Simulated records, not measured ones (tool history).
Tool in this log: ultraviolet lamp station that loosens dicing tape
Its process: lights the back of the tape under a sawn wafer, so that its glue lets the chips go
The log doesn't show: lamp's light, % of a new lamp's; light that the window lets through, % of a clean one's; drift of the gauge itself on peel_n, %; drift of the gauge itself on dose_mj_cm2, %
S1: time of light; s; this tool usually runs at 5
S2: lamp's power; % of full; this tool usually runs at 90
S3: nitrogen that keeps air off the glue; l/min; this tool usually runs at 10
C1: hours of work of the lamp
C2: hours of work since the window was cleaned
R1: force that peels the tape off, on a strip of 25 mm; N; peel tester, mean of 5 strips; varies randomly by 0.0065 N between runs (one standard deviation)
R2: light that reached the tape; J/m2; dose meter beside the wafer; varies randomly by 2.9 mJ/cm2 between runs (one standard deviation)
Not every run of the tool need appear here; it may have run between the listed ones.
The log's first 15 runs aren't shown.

run   hour  S1  S2  S3   C1   C2     R1    R2
 16  437.5   5  90  10  445  212  0.266  3430
 17  470.9   5  90  16  470  237   0.24  3390
 18  489.2   5  90  16  484  251  0.243  3400
 19  516.2   5  90  16  504  271  0.251  3310
 20  543.8   5  90  10  525  292  0.276  3290
 21  581.8   5  90  10  553  320  0.281  3240
 22  608.5   5  97  10  573  340  0.253  3420
 23    639   8  95   3  596  363  0.217  5400
 24  674.1   7  82   4  622  389  0.274  4010
 25  695.8   2  70   3  639  406  3.199   950
     722.6  -- window cleaned of glue's vapour
 26    730   5  72  10  664    6   0.41  2700
 27  755.6   8  90  11  683   25  0.171  5360
 28  792.8   9  81   9  711   53  0.184  5300
 29  827.4   5  70  10  737   79  0.475  2550

Run 30 comes next. What will it give?
 30  855.3   5  97   9  758  100   ?   ?

{"run 30": {"R1": 0.275, "R2": 3440}}
Without the tool's hidden state the same run would have given R1 0.198 N, R2 4480 J/m2.

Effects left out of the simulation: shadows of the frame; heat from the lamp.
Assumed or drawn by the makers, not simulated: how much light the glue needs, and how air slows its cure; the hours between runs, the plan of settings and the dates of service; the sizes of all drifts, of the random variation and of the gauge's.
